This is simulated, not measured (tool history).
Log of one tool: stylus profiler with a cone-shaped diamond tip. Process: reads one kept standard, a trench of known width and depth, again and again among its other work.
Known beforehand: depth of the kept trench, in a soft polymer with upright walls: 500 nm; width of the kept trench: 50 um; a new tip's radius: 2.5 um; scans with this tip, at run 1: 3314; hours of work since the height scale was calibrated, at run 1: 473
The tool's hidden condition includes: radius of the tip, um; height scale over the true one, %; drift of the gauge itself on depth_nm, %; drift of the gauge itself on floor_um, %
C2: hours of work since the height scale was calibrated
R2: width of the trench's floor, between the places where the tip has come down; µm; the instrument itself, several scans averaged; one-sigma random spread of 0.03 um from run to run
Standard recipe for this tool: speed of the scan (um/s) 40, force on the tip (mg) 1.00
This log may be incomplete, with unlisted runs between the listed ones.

{"run": 1, "hour": 0.0, "speed of the scan (um/s)": 40, "force on the tip (mg)": 1.0, "scans with this tip": 3314, "C2": 473, "depth of the trench (Å)": 5026.9, "R2": 46.42}
{"run": 2, "hour": 12.7, "speed of the scan (um/s)": 40, "force on the tip (mg)": 0.46, "scans with this tip": 3366, "C2": 480, "depth of the trench (Å)": 5020.1, "R2": 46.31}
{"run": 3, "hour": 22.3, "speed of the scan (um/s)": 40, "force on the tip (mg)": 0.46, "scans with this tip": 3406, "C2": 486, "depth of the trench (Å)": 5018.5, "R2": 46.32}
{"run": 4, "hour": 36.8, "speed of the scan (um/s)": 40, "force on the tip (mg)": 1.0, "scans with this tip": 3466, "C2": 494, "depth of the trench (Å)": 5028.2, "R2": 46.46}
{"run": 5, "hour": 56.5, "speed of the scan (um/s)": 40, "force on the tip (mg)": 0.9, "scans with this tip": 3547, "C2": 506, "depth of the trench (Å)": 5026.0, "R2": 46.45}
{"run": 6, "hour": 65.3, "speed of the scan (um/s)": 40, "force on the tip (mg)": 0.9, "scans with this tip": 3583, "C2": 511, "depth of the trench (Å)": 5026.5, "R2": 46.44}
{"run": 7, "hour": 86.9, "speed of the scan (um/s)": 50, "force on the tip (mg)": 1.0, "scans with this tip": 3672, "C2": 524, "depth of the trench (Å)": 5028.9, "R2": 46.38}
{"run": 8, "hour": 107.9, "speed of the scan (um/s)": 50, "force on the tip (mg)": 1.0, "scans with this tip": 3759, "C2": 536, "depth of the trench (Å)": 5029.2, "R2": 46.34}
{"run": 9, "hour": 129.0, "speed of the scan (um/s)": 50, "force on the tip (mg)": 1.0, "scans with this tip": 3847, "C2": 549, "depth of the trench (Å)": 5030.8, "R2": 46.29}
{"run": 10, "hour": 138.0, "speed of the scan (um/s)": 50, "force on the tip (mg)": 1.0, "scans with this tip": 3884, "C2": 554, "depth of the trench (Å)": 5030.0, "R2": 46.35}
{"run": 11, "hour": 150.6, "speed of the scan (um/s)": 50, "force on the tip (mg)": 1.0, "scans with this tip": 3936, "C2": 561, "depth of the trench (Å)": 5029.3, "R2": 46.29}
{"run": 12, "hour": 162.9, "speed of the scan (um/s)": 50, "force on the tip (mg)": 1.0, "scans with this tip": 3986, "C2": 569, "depth of the trench (Å)": 5029.7, "R2": 46.31}
{"run": 13, "hour": 182.4, "speed of the scan (um/s)": 40, "force on the tip (mg)": 1.05, "scans with this tip": 4067, "C2": 580, "depth of the trench (Å)": 5032.2, "R2": 46.42}
{"run": 14, "hour": 202.3, "speed of the scan (um/s)": 40, "force on the tip (mg)": 1.05, "scans with this tip": 4149, "C2": 592, "depth of the trench (Å)": 5030.8, "R2": 46.45}
{"run": 15, "hour": 214.7, "speed of the scan (um/s)": 27, "force on the tip (mg)": 1.0, "scans with this tip": 4200, "C2": 599, "depth of the trench (Å)": 5030.5, "R2": 46.55}
{"run": 16, "hour": 227.8, "speed of the scan (um/s)": 40, "force on the tip (mg)": 0.53, "scans with this tip": 4254, "C2": 607, "depth of the trench (Å)": 5021.6, "R2": 46.28}
{"run": 17, "hour": 247.3, "speed of the scan (um/s)": 11, "force on the tip (mg)": 1.0, "scans with this tip": 4335, "C2": 618, "depth of the trench (Å)": 5030.8, "R2": 46.68}
{"run": 18, "hour": 264.7, "speed of the scan (um/s)": 11, "force on the tip (mg)": 1.47, "scans with this tip": 4407, "C2": 629, "depth of the trench (Å)": 5034.5, "R2": 46.68}
{"run": 19, "hour": 277.4, "speed of the scan (um/s)": 11, "force on the tip (mg)": 1.47, "scans with this tip": 4460, "C2": 636, "depth of the trench (Å)": 5034.8, "R2": 46.64}
{"run": 20, "hour": 295.5, "speed of the scan (um/s)": 25, "force on the tip (mg)": 0.47, "scans with this tip": 4534, "C2": 647, "depth of the trench (Å)": 5021.2, "R2": 46.42}
{"run": 21, "hour": 311.8, "speed of the scan (um/s)": 25, "force on the tip (mg)": 0.47, "scans with this tip": 4602, "C2": 656, "depth of the trench (Å)": 5020.6, "R2": 46.42}
{"run": 22, "hour": 332.7, "speed of the scan (um/s)": 35, "force on the tip (mg)": 2.14, "scans with this tip": 4688, "C2": 669, "depth of the trench (Å)": 5045.7, "R2": 46.46}
{"run": 23, "hour": 353.5, "speed of the scan (um/s)": 35, "force on the tip (mg)": 2.14, "scans with this tip": 4774, "C2": 681, "depth of the trench (Å)": 5046.2, "R2": 46.52}
{"run": 24, "hour": 370.9, "speed of the scan (um/s)": 31, "force on the tip (mg)": 0.33, "scans with this tip": 4846, "C2": 691, "depth of the trench (Å)": 5016.8, "R2": 46.21}
{"hour": 373.4, "done": "height scale calibrated on a step standard"}
{"run": 25, "hour": 387.2, "speed of the scan (um/s)": 31, "force on the tip (mg)": 0.33, "scans with this tip": 4911, "C2": 8, "depth of the trench (Å)": 5020.2, "R2": 46.22}
{"run": 26, "hour": 398.2, "speed of the scan (um/s)": 31, "force on the tip (mg)": 0.33, "scans with this tip": 4956, "C2": 15, "depth of the trench (Å)": 5019.5, "R2": 46.21}
{"run": 27, "hour": 411.7, "speed of the scan (um/s)": 38, "force on the tip (mg)": 1.09, "scans with this tip": 5012, "C2": 23, "depth of the trench (Å)": 5033.8, "R2": 46.41}
{"run": 28, "hour": 429.3, "speed of the scan (um/s)": 38, "force on the tip (mg)": 1.96, "scans with this tip": 5085, "C2": 33, "depth of the trench (Å)": 5046.9, "R2": 46.51}
{"run": 29, "hour": 444.8, "speed of the scan (um/s)": 18, "force on the tip (mg)": 0.54, "scans with this tip": 5149, "C2": 42, "depth of the trench (Å)": 5026.7, "R2": 46.48}
{"run": 30, "hour": 459.7, "speed of the scan (um/s)": 18, "force on the tip (mg)": 0.54, "scans with this tip": 5211, "C2": 51, "depth of the trench (Å)": 5027.7, "R2": 46.44}
{"run": 31, "hour": 473.3, "speed of the scan (um/s)": 47, "force on the tip (mg)": 0.45, "scans with this tip": 5267, "C2": 59, "depth of the trench (Å)": 5024.2, "R2": 46.09}
{"hour": 485.5, "done": "height scale calibrated on a step standard, once more"}
{"run": 32, "hour": 488.8, "speed of the scan (um/s)": 123, "force on the tip (mg)": 1.7, "scans with this tip": 5329, "C2": 2, "depth of the trench (Å)": 5032.2, "R2": 45.86}
{"run": 33, "hour": 500.0, "speed of the scan (um/s)": 42, "force on the tip (mg)": 0.81, "scans with this tip": 5375, "C2": 9, "depth of the trench (Å)": 5017.3, "R2": 46.24}
{"run": 34, "hour": 519.4, "speed of the scan (um/s)": 76, "force on the tip (mg)": 1.53, "scans with this tip": 5455, "C2": 20, "depth of the trench (Å)": 5029.6, "R2": 46.12}
{"run": 35, "hour": 536.1, "speed of the scan (um/s)": 17, "force on the tip (mg)": 1.7, "scans with this tip": 5524, "C2": 30, "depth of the trench (Å)": 5033.1, "R2": 46.5}
{"run": 36, "hour": 546.1, "speed of the scan (um/s)": 57, "force on the tip (mg)": 0.34, "scans with this tip": 5566, "C2": 36, "depth of the trench (Å)": 5009.5, "R2": 45.77}
{"run": 37, "hour": 559.2, "speed of the scan (um/s)": 20, "force on the tip (mg)": 2.79, "scans with this tip": 5620, "C2": 43, "depth of the trench (Å)": 5044.3, "R2": 46.55}
{"run": 38, "hour": 572.0, "speed of the scan (um/s)": 20, "force on the tip (mg)": 2.79, "scans with this tip": 5672, "C2": 51, "depth of the trench (Å)": 5045.3, "R2": 46.56}

Hidden condition of the tool, last listed run before each entry between runs versus first listed run after:
Run 24 -> run 25: height scale calibrated on a step standard (hour 373.4)
  radius of the tip, um: 2.97 -> 2.98; height scale over the true one, %: 0.153 -> 0.198
  measured less the result without the state, depth of the trench (Å): +7.7 -> +9.9; R2: -0.30 -> -0.30 µm
Run 31 -> run 32: height scale calibrated on a step standard, once more (hour 485.5)
  radius of the tip, um: 3.02 -> 3.03; height scale over the true one, %: 0.209 -> -0.022
  measured less the result without the state, depth of the trench (Å): +10.5 -> -1.1; R2: -0.33 -> -0.34 µm

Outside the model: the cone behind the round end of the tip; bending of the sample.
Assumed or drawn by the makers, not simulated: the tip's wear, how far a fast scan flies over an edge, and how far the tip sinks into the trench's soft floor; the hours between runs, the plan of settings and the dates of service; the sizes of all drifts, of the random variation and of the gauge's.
